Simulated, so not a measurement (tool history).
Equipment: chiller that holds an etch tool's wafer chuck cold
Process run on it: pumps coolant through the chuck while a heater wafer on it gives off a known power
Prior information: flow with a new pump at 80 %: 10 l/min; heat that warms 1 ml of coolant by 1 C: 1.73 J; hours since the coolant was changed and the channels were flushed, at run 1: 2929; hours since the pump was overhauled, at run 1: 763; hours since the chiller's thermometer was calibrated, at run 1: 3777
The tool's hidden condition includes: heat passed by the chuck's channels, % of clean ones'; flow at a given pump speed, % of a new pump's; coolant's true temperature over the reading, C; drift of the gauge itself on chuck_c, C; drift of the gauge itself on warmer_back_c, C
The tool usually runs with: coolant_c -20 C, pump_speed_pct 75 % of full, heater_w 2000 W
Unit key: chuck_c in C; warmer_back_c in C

| run | hour | coolant_c | pump_speed_pct | heater_w | hours since the coolant was changed and the channels were flushed | hours since the pump was overhauled | hours since the chiller's thermometer was calibrated | chuck_c | warmer_back_c |
|---|---|---|---|---|---|---|---|---|---|
| 1 | 0 | -20 | 75 | 2000 | 2929 | 763 | 3777 | -1.9 | 7.56 |
| 2 | 94 | -20 | 75 | 2000 | 3023 | 857 | 3871 | -1.9 | 7.62 |
| 3 | 227.6 | -20 | 75 | 1737 | 3157 | 991 | 4004 | -4.1 | 6.55 |
| 4 | 348.9 | -20 | 75 | 1737 | 3278 | 1112 | 4125 | -4.2 | 6.58 |
| 5 | 445.1 | -20 | 75 | 1737 | 3374 | 1208 | 4222 | -3.9 | 6.61 |
|  | 484.8 | chiller's thermometer calibrated |
| 6 | 549.4 | -20 | 75 | 2000 | 3477 | 1312 | 65 | -1.5 | 7.6 |
| 7 | 659.3 | -20 | 75 | 1534 | 3587 | 1421 | 174 | -5.4 | 5.87 |
| 8 | 737.4 | -20 | 75 | 1534 | 3665 | 1500 | 253 | -5.5 | 5.86 |
| 9 | 877 | -20 | 75 | 1534 | 3805 | 1639 | 392 | -5.2 | 5.8 |
|  | 997 | chiller's thermometer calibrated, once more |
| 10 | 1017 | -20 | 75 | 1534 | 3944 | 1778 | 20 | -5.9 | 5.89 |
| 11 | 1119.9 | -20 | 89 | 2000 | 4047 | 1881 | 123 | -3.5 | 6.45 |
| 12 | 1239.6 | -20 | 89 | 2000 | 4167 | 2001 | 243 | -3.4 | 6.47 |
| 13 | 1330.3 | -24 | 89 | 2000 | 4257 | 2091 | 333 | -7.2 | 6.47 |
| 14 | 1452.6 | -20 | 75 | 2000 | 4380 | 2214 | 456 | -1.3 | 7.68 |
| 15 | 1530.9 | -20 | 75 | 2000 | 4458 | 2292 | 534 | -1.1 | 7.77 |
| 16 | 1613.7 | -20 | 75 | 2000 | 4541 | 2375 | 617 | -1 | 7.8 |
| 17 | 1718.1 | -23 | 88 | 2000 | 4645 | 2479 | 721 | -5.7 | 6.64 |
| 18 | 1842.1 | -20 | 82 | 1172 | 4769 | 2603 | 845 | -9.4 | 4.15 |
| 19 | 1917.5 | -17 | 88 | 1310 | 4844 | 2679 | 920 | -5.5 | 4.28 |

What will run 20 give?
| 20 | 2008.8 | -19 | 75 | 2028 | 4936 | 2770 | 1012 | ? | ? |

{"run 20": {"chuck_c": 0.8, "warmer_back_c": 7.92}}
On a tool with no hidden condition, and with the same random variation, this run would have come out at chuck_c -2.8 C, warmer_back_c 7.53 C.

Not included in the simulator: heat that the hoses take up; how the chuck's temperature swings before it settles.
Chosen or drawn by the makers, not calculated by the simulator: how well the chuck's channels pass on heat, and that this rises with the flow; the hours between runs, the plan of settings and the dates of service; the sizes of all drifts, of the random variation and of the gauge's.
